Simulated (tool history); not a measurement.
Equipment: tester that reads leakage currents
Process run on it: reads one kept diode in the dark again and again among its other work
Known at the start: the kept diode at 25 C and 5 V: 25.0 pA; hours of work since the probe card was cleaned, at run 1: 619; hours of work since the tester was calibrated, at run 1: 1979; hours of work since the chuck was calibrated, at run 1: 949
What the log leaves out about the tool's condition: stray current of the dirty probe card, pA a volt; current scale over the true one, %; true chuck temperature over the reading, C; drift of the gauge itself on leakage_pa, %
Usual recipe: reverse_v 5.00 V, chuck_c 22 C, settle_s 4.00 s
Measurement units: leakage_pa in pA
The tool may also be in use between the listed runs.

run    hour  reverse_v  chuck_c  settle_s  hours of work since the probe card was cleaned  hours of work since the tester was calibrated  hours of work since the chuck was calibrated  leakage_pa
  1     0.0       5.00       22      4.00                                             619                                           1979                                           949       23.16
  2    25.0       5.00       22      4.00                                             633                                           1993                                           963       23.19
  3    55.8       5.00       22      4.00                                             650                                           2010                                           980       23.35
  4    99.3       5.00       22      4.00                                             674                                           2033                                          1003       23.32
  5   145.7       5.00       22      4.00                                             699                                           2059                                          1029       23.53
      179.7  -- tester calibrated
  6   196.1       5.00       22      4.00                                             726                                              9                                          1055       23.88
  7   218.9       5.00       22      4.00                                             738                                             21                                          1068       23.92
  8   273.1      12.36       22      4.00                                             768                                             51                                          1097       35.18
  9   323.5       5.00       21      4.00                                             795                                             79                                          1125       22.58
 10   347.7       5.00       52      4.00                                             808                                             92                                          1138      240.95
 11   393.1       5.00       52      4.00                                             833                                            117                                          1163      239.49
 12   427.0       5.00       52      4.00                                             852                                            135                                          1181      239.58
 13   466.0       5.00       22      4.00                                             873                                            157                                          1203       24.95
 14   512.6       5.00       22      4.00                                             899                                            182                                          1228       24.90
 15   548.6       5.00       22      4.00                                             918                                            202                                          1248       25.04
 16   597.4       1.29       22      4.00                                             945                                            228                                          1275       15.29
 17   626.5       5.00       51      1.86                                             961                                            244                                          1291      225.31
 18   664.6      10.39       32      0.76                                             982                                            265                                          1311       72.90
 19   693.0      12.37       32      4.65                                             997                                            281                                          1327       76.36
 20   733.3       8.92       30      0.30                                            1019                                            303                                          1349       61.84
 21   773.1      19.00       39      4.00                                            1041                                            324                                          1371      149.55
 22   817.0      19.00       39      4.00                                            1065                                            348                                          1395      150.02
 23   863.4       1.09       22      4.00                                            1090                                            374                                          1420       14.83
 24   904.6      18.38       20      4.59                                            1113                                            396                                          1443       42.25
 25   949.7       5.00       53      4.00                                            1138                                            421                                          1467      264.45
 26   991.5       5.00       42      4.56                                            1160                                            444                                          1490      119.24
 27  1030.0       5.00       42      4.56                                            1182                                            465                                          1511      119.27
 28  1065.6       5.00       37      4.61                                            1201                                            484                                          1531       82.55
     1106.1  -- chuck's temperature calibrated
 29  1110.6       5.00       37      6.15                                            1225                                            508                                             2       72.34
 30  1149.3       5.00       59      4.00                                            1246                                            529                                            24      360.31
 31  1188.4      16.49       30      4.00                                            1267                                            550                                            45       70.11

Pick out some run-to-run changes in leakage_pa. Of each, how much would a tool without hidden state show as well, from the settings, what came in and chance, and how much is left for the hidden state and any gauge scatter not in both results compared?
Run 12 -> 13: chuck_c 52 -> 22. leakage_pa -214.63 pA: hidden state -19.28, all else -195.35.
Run 16 -> 17: reverse_v 1.29 -> 5.00, chuck_c 22 -> 51, settle_s 4.00 -> 1.86. leakage_pa +210.02 pA: hidden state +22.95, all else +187.07.
Run 22 -> 23: reverse_v 19.00 -> 1.09, chuck_c 39 -> 22. leakage_pa -135.19 pA: hidden state -26.56, all else -108.63.
Run 24 -> 25: reverse_v 18.38 -> 5.00, chuck_c 20 -> 53, settle_s 4.59 -> 4.00. leakage_pa +222.20 pA: hidden state +15.44, all else +206.76.
Run 29 -> 30: chuck_c 37 -> 59, settle_s 6.15 -> 4.00. leakage_pa +287.97 pA: hidden state +1.11, all else +286.86.
Run 30 -> 31: reverse_v 5.00 -> 16.49, chuck_c 59 -> 30. leakage_pa -290.20 pA: hidden state +8.90, all else -299.10.
